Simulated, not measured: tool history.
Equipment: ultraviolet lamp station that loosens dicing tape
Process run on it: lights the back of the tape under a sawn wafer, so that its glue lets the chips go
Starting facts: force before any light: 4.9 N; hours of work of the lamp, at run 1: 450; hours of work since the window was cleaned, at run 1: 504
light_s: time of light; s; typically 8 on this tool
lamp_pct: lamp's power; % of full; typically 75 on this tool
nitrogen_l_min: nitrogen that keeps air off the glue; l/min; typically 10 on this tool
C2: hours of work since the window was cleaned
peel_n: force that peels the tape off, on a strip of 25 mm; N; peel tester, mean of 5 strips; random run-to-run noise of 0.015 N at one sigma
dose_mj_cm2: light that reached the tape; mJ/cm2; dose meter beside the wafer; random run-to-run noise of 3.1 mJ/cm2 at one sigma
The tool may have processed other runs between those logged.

run 1 hour=0 | light_s=8 lamp_pct=75 nitrogen_l_min=10 | hours_of_work_of_the_lamp=450 C2=504 | peel_n=0.678 dose_mj_cm2=465
run 2 hour=93.4 | light_s=8 lamp_pct=75 nitrogen_l_min=10 | hours_of_work_of_the_lamp=504 C2=558 | peel_n=0.702 dose_mj_cm2=468
-- hour=98 window cleaned of glue's vapour
run 3 hour=164.9 | light_s=8 lamp_pct=75 nitrogen_l_min=10 | hours_of_work_of_the_lamp=545 C2=39 | peel_n=0.704 dose_mj_cm2=470
run 4 hour=260.3 | light_s=8 lamp_pct=75 nitrogen_l_min=10 | hours_of_work_of_the_lamp=600 C2=94 | peel_n=0.691 dose_mj_cm2=465
run 5 hour=328.1 | light_s=8 lamp_pct=75 nitrogen_l_min=11 | hours_of_work_of_the_lamp=639 C2=133 | peel_n=0.664 dose_mj_cm2=468
-- hour=358.9 lamp changed
run 6 hour=412.6 | light_s=8 lamp_pct=75 nitrogen_l_min=11 | hours_of_work_of_the_lamp=31 C2=182 | peel_n=0.645 dose_mj_cm2=471
run 7 hour=456.5 | light_s=8 lamp_pct=75 nitrogen_l_min=10 | hours_of_work_of_the_lamp=57 C2=207 | peel_n=0.676 dose_mj_cm2=473
run 8 hour=521 | light_s=8 lamp_pct=75 nitrogen_l_min=10 | hours_of_work_of_the_lamp=94 C2=244 | peel_n=0.706 dose_mj_cm2=472
run 9 hour=611.5 | light_s=8 lamp_pct=75 nitrogen_l_min=10 | hours_of_work_of_the_lamp=146 C2=297 | peel_n=0.689 dose_mj_cm2=478
run 10 hour=655.6 | light_s=8 lamp_pct=99 nitrogen_l_min=10 | hours_of_work_of_the_lamp=172 C2=322 | peel_n=0.406 dose_mj_cm2=624
run 11 hour=745 | light_s=8 lamp_pct=99 nitrogen_l_min=10 | hours_of_work_of_the_lamp=224 C2=374 | peel_n=0.417 dose_mj_cm2=626
run 12 hour=843 | light_s=8 lamp_pct=99 nitrogen_l_min=10 | hours_of_work_of_the_lamp=280 C2=431 | peel_n=0.407 dose_mj_cm2=620
run 13 hour=925.7 | light_s=7 lamp_pct=99 nitrogen_l_min=10 | hours_of_work_of_the_lamp=328 C2=479 | peel_n=0.512 dose_mj_cm2=538
run 14 hour=985.7 | light_s=7 lamp_pct=99 nitrogen_l_min=10 | hours_of_work_of_the_lamp=363 C2=513 | peel_n=0.536 dose_mj_cm2=542
run 15 hour=1055.3 | light_s=7 lamp_pct=99 nitrogen_l_min=10 | hours_of_work_of_the_lamp=403 C2=554 | peel_n=0.53 dose_mj_cm2=542
-- hour=1067.2 window cleaned of glue's vapour
run 16 hour=1132.2 | light_s=7 lamp_pct=99 nitrogen_l_min=10 | hours_of_work_of_the_lamp=447 C2=38 | peel_n=0.515 dose_mj_cm2=547
run 17 hour=1215.5 | light_s=8 lamp_pct=75 nitrogen_l_min=11 | hours_of_work_of_the_lamp=496 C2=86 | peel_n=0.671 dose_mj_cm2=469
run 18 hour=1305.2 | light_s=8 lamp_pct=75 nitrogen_l_min=11 | hours_of_work_of_the_lamp=548 C2=138 | peel_n=0.667 dose_mj_cm2=465
run 19 hour=1397 | light_s=8 lamp_pct=75 nitrogen_l_min=11 | hours_of_work_of_the_lamp=601 C2=191 | peel_n=0.644 dose_mj_cm2=467
run 20 hour=1447.9 | light_s=8 lamp_pct=75 nitrogen_l_min=4 | hours_of_work_of_the_lamp=630 C2=220 | peel_n=1.124 dose_mj_cm2=471
-- hour=1495.6 lamp changed
run 21 hour=1545.5 | light_s=8 lamp_pct=75 nitrogen_l_min=4 | hours_of_work_of_the_lamp=29 C2=276 | peel_n=1.104 dose_mj_cm2=475
run 22 hour=1615.5 | light_s=8 lamp_pct=75 nitrogen_l_min=4 | hours_of_work_of_the_lamp=69 C2=317 | peel_n=1.124 dose_mj_cm2=468
run 23 hour=1682.6 | light_s=9 lamp_pct=75 nitrogen_l_min=12 | hours_of_work_of_the_lamp=108 C2=356 | peel_n=0.496 dose_mj_cm2=529
run 24 hour=1766.1 | light_s=9 lamp_pct=75 nitrogen_l_min=12 | hours_of_work_of_the_lamp=157 C2=404 | peel_n=0.515 dose_mj_cm2=530
run 25 hour=1809.9 | light_s=15 lamp_pct=60 nitrogen_l_min=4 | hours_of_work_of_the_lamp=182 C2=429 | peel_n=0.59 dose_mj_cm2=710
run 26 hour=1866.7 | light_s=15 lamp_pct=60 nitrogen_l_min=4 | hours_of_work_of_the_lamp=215 C2=462 | peel_n=0.577 dose_mj_cm2=705
run 27 hour=1931.9 | light_s=6 lamp_pct=79 nitrogen_l_min=16 | hours_of_work_of_the_lamp=253 C2=500 | peel_n=0.826 dose_mj_cm2=374
run 28 hour=2005.5 | light_s=16 lamp_pct=79 nitrogen_l_min=8 | hours_of_work_of_the_lamp=295 C2=543 | peel_n=0.185 dose_mj_cm2=988
-- hour=2039.8 window cleaned of glue's vapour
run 29 hour=2082.7 | light_s=16 lamp_pct=79 nitrogen_l_min=8 | hours_of_work_of_the_lamp=340 C2=25 | peel_n=0.2 dose_mj_cm2=1003
run 30 hour=2154.3 | light_s=16 lamp_pct=79 nitrogen_l_min=8 | hours_of_work_of_the_lamp=381 C2=66 | peel_n=0.195 dose_mj_cm2=992
run 31 hour=2246.1 | light_s=10 lamp_pct=91 nitrogen_l_min=4 | hours_of_work_of_the_lamp=434 C2=119 | peel_n=0.587 dose_mj_cm2=714
run 32 hour=2290.1 | light_s=10 lamp_pct=91 nitrogen_l_min=4 | hours_of_work_of_the_lamp=460 C2=145 | peel_n=0.582 dose_mj_cm2=712
run 33 hour=2381.6 | light_s=10 lamp_pct=75 nitrogen_l_min=10 | hours_of_work_of_the_lamp=513 C2=198 | peel_n=0.442 dose_mj_cm2=590
run 34 hour=2438.5 | light_s=8 lamp_pct=75 nitrogen_l_min=14 | hours_of_work_of_the_lamp=546 C2=231 | peel_n=0.547 dose_mj_cm2=476
run 35 hour=2522.3 | light_s=5 lamp_pct=75 nitrogen_l_min=4 | hours_of_work_of_the_lamp=594 C2=279 | peel_n=1.906 dose_mj_cm2=292
run 36 hour=2598 | light_s=8 lamp_pct=98 nitrogen_l_min=13 | hours_of_work_of_the_lamp=638 C2=323 | peel_n=0.353 dose_mj_cm2=617
-- hour=2632.9 lamp changed
run 37 hour=2683.4 | light_s=8 lamp_pct=98 nitrogen_l_min=13 | hours_of_work_of_the_lamp=29 C2=372 | peel_n=0.368 dose_mj_cm2=622
run 38 hour=2734.5 | light_s=6 lamp_pct=70 nitrogen_l_min=10 | hours_of_work_of_the_lamp=59 C2=402 | peel_n=1.223 dose_mj_cm2=333
run 39 hour=2832.7 | light_s=6 lamp_pct=70 nitrogen_l_min=10 | hours_of_work_of_the_lamp=116 C2=458 | peel_n=1.194 dose_mj_cm2=332
run 40 hour=2916.2 | light_s=4 lamp_pct=78 nitrogen_l_min=5 | hours_of_work_of_the_lamp=164 C2=507 | peel_n=2.135 dose_mj_cm2=250
run 41 hour=2982.8 | light_s=8 lamp_pct=70 nitrogen_l_min=12 | hours_of_work_of_the_lamp=203 C2=545 | peel_n=0.716 dose_mj_cm2=439
-- hour=3008.7 window cleaned of glue's vapour
run 42 hour=3024 | light_s=8 lamp_pct=70 nitrogen_l_min=12 | hours_of_work_of_the_lamp=226 C2=9 | peel_n=0.693 dose_mj_cm2=442
run 43 hour=3074.4 | light_s=15 lamp_pct=67 nitrogen_l_min=4 | hours_of_work_of_the_lamp=255 C2=38 | peel_n=0.489 dose_mj_cm2=789

Here are 3 independent what-if runs from the current tool condition. What would each one return?
run A hour=3154.7 | light_s=8 lamp_pct=75 nitrogen_l_min=8 | hours_of_work_of_the_lamp=302 C2=85 | peel_n=? dose_mj_cm2=?
run B hour=3154.7 | light_s=15 lamp_pct=89 nitrogen_l_min=4 | hours_of_work_of_the_lamp=302 C2=85 | peel_n=? dose_mj_cm2=?
run C hour=3154.7 | light_s=10 lamp_pct=75 nitrogen_l_min=12 | hours_of_work_of_the_lamp=302 C2=85 | peel_n=? dose_mj_cm2=?

run=A peel_n=0.778 dose_mj_cm2=474
run=B peel_n=0.283 dose_mj_cm2=1062
run=C peel_n=0.416 dose_mj_cm2=586
With the hidden condition removed and each run's random variation left untouched, the same runs would have given:
run=A peel_n=0.776 dose_mj_cm2=474
run=B peel_n=0.282 dose_mj_cm2=1063
run=C peel_n=0.415 dose_mj_cm2=587
